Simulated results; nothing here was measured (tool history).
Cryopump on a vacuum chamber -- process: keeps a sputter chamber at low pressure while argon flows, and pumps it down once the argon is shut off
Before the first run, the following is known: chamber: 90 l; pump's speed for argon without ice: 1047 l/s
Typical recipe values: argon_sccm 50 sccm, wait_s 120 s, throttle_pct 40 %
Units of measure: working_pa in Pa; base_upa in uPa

Run 1, hour 0: usual settings. Result: working_pa 0.2068 Pa, base_upa 1.41 uPa.
Run 2, hour 63.7: usual settings. Result: working_pa 0.2079 Pa, base_upa 1.43 uPa.
Run 3, hour 112.4: usual settings but wait_s 71 s. Result: working_pa 0.2089 Pa, base_upa 1.98 uPa.
Run 4, hour 155.6: usual settings but wait_s 71 s. Result: working_pa 0.2093 Pa, base_upa 1.99 uPa.
Run 5, hour 193.9: usual settings but wait_s 71 s, throttle_pct 56 %. Result: working_pa 0.1536 Pa, base_upa 2.04 uPa.
Run 6, hour 232: usual settings but wait_s 71 s, throttle_pct 56 %. Result: working_pa 0.1524 Pa, base_upa 2.01 uPa.
Run 7, hour 268.6: usual settings. Result: working_pa 0.2124 Pa, base_upa 1.57 uPa.
Run 8, hour 332.6: usual settings. Result: working_pa 0.2111 Pa, base_upa 1.57 uPa.
Run 9, hour 407.7: usual settings but throttle_pct 38 %. Result: working_pa 0.2263 Pa, base_upa 1.66 uPa.
Run 10, hour 452.3: usual settings but throttle_pct 38 %. Result: working_pa 0.2251 Pa, base_upa 1.69 uPa.
Run 11, hour 530: usual settings but throttle_pct 38 %. Result: working_pa 0.2286 Pa, base_upa 1.7 uPa.
Run 12, hour 569.2: usual settings but throttle_pct 38 %. Result: working_pa 0.2291 Pa, base_upa 1.76 uPa.
Run 13, hour 650.6: usual settings but throttle_pct 38 %. Result: working_pa 0.231 Pa, base_upa 1.81 uPa.
Run 14, hour 721: usual settings. Result: working_pa 0.2232 Pa, base_upa 1.9 uPa.
Run 15, hour 803.4: usual settings. Result: working_pa 0.2234 Pa, base_upa 2 uPa.
Run 16, hour 881.4: usual settings. Result: working_pa 0.2281 Pa, base_upa 1.98 uPa.
Run 17, hour 940.1: usual settings. Result: working_pa 0.2286 Pa, base_upa 2.07 uPa.
Run 18, hour 1012.2: usual settings. Result: working_pa 0.2294 Pa, base_upa 2.17 uPa.
Run 19, hour 1061.1: usual settings. Result: working_pa 0.2326 Pa, base_upa 2.15 uPa.
Run 20, hour 1113.5: usual settings but argon_sccm 24 sccm, wait_s 69 s, throttle_pct 26 %. Result: working_pa 0.1647 Pa, base_upa 2.72 uPa.
Run 21, hour 1151.4: usual settings but argon_sccm 24 sccm, wait_s 255 s, throttle_pct 57 %. Result: working_pa 0.0843 Pa, base_upa 1.86 uPa.
Run 22, hour 1220.2: usual settings but argon_sccm 45 sccm, wait_s 23 s, throttle_pct 21 %. Result: working_pa 0.3774 Pa, base_upa 5.06 uPa.
Run 23, hour 1254: usual settings but argon_sccm 45 sccm, wait_s 115 s, throttle_pct 21 %. Result: working_pa 0.3803 Pa, base_upa 2.43 uPa.
Run 24, hour 1314.1: usual settings but wait_s 76 s. Result: working_pa 0.2403 Pa, base_upa 2.77 uPa.
Run 25, hour 1348.7: usual settings but argon_sccm 30 sccm, wait_s 161 s. Result: working_pa 0.1438 Pa, base_upa 2.23 uPa.
Run 26, hour 1406.2: usual settings but argon_sccm 30 sccm, wait_s 161 s. Result: working_pa 0.1462 Pa, base_upa 2.31 uPa.
Run 27, hour 1451.6: usual settings but argon_sccm 62 sccm, wait_s 75 s. Result: working_pa 0.3029 Pa, base_upa 3 uPa.
Run 28, hour 1527.2: usual settings but argon_sccm 26 sccm, wait_s 75 s. Result: working_pa 0.1052 Pa, base_upa 2.32 uPa.
Run 29, hour 1591.8: usual settings but argon_sccm 26 sccm, wait_s 75 s. Result: working_pa 0.1075 Pa, base_upa 2.33 uPa.
Run 30, hour 1642.4: usual settings but argon_sccm 23 sccm, wait_s 75 s. Result: working_pa 0.0943 Pa, base_upa 2.4 uPa.
Run 31, hour 1721.7: usual settings but argon_sccm 21 sccm, wait_s 60 s. Result: working_pa 0.0872 Pa, base_upa 2.72 uPa.
Run 32, hour 1756: usual settings but argon_sccm 40 sccm, throttle_pct 24 %. Result: working_pa 0.2748 Pa, base_upa 2.14 uPa.
Run 33, hour 1835.7: usual settings but argon_sccm 89 sccm, wait_s 80 s, throttle_pct 39 %. Result: working_pa 0.3835 Pa, base_upa 2.46 uPa.

Withheld: 1 entry from between the runs. Position of each, and hidden state at the listed run before versus the listed run after:
After run 27, before run 28: pump warmed up, emptied and cooled again (hour 1493.9)
  pump's speed, % of a pump's without ice: 66.2 -> 99.2; cold plate's temperature, K: 12.83 -> 12.85; leak into the chamber, uPa l/s: 1286 -> 1311
  what was measured, less what the result would be without the hidden state, working_pa: +0.0534 -> +0.0011 Pa; base_upa: +1.62 -> +0.99 uPa

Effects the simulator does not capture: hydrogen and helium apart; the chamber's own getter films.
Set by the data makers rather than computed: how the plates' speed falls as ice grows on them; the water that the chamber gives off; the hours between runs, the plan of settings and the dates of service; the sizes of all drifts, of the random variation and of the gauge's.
